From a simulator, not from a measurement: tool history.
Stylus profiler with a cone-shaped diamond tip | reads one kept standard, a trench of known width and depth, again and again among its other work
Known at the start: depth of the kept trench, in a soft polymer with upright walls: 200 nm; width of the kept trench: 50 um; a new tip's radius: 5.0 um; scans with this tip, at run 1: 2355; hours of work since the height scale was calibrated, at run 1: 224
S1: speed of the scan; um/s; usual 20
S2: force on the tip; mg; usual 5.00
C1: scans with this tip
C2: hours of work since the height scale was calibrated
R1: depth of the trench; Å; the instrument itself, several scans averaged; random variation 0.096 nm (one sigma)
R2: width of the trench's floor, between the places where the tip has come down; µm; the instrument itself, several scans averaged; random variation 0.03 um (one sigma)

run,hour,S1,S2,C1,C2,R1,R2
1,0.0,20,5.00,2355,224,2049.2,47.10
2,10.6,20,9.05,2431,231,2070.5,47.16
3,19.5,20,5.95,2495,237,2054.9,47.10
4,37.4,20,5.95,2624,249,2054.9,47.10
5,51.5,20,5.95,2725,259,2053.9,47.19
6,70.8,20,5.95,2864,272,2051.7,47.11
7,85.4,19,5.95,2968,282,2054.5,47.09
8,97.3,20,5.00,3054,290,2047.2,47.14
9,106.8,20,2.32,3122,297,2028.4,47.07
10,121.0,28,5.00,3224,306,2048.1,47.10
11,141.3,28,5.00,3369,320,2050.2,47.11
12,158.0,28,5.00,3490,332,2048.8,47.14
13,177.6,20,14.04,3630,345,2096.9,47.17
14,193.8,20,14.04,3746,356,2094.4,47.13
15,213.6,8,2.98,3889,369,2032.9,47.15
16,224.2,25,1.68,3964,377,2024.1,47.09
17,235.1,35,1.68,4043,384,2022.9,47.00
18,249.7,35,1.68,4148,394,2022.9,46.92
19,260.3,56,4.50,4224,401,2045.7,46.92
20,274.9,12,3.07,4329,411,2034.7,47.10
21,285.0,14,1.84,4401,418,2024.4,47.11
22,299.0,61,3.14,4502,428,2038.2,46.84
23,318.0,61,3.14,4638,441,2035.1,46.92
24,338.3,61,3.14,4784,455,2034.1,46.93
25,355.5,61,3.14,4907,466,2036.3,46.93
26,370.3,12,2.67,5013,476,2032.8,47.14
27,380.0,20,3.02,5083,483,2033.9,47.09
28,390.6,20,3.02,5159,490,2034.5,47.10

5 ways to go on from here, each from the tool as it stands after run 28. What would each give?
A,410.8,5,2.36,5304,504,?,?
B,410.8,27,6.16,5304,504,?,?
C,410.8,18,4.07,5304,504,?,?
D,410.8,20,2.51,5304,504,?,?
E,410.8,20,3.18,5304,504,?,?

run,R1,R2
A,2027.7,47.15
B,2055.0,47.11
C,2042.2,47.11
D,2029.4,47.08
E,2037.0,47.09
Without the tool's hidden state the same runs would have given:
run,R1,R2
A,2027.8,47.15
B,2055.1,47.11
C,2042.2,47.12
D,2029.4,47.09
E,2037.0,47.10
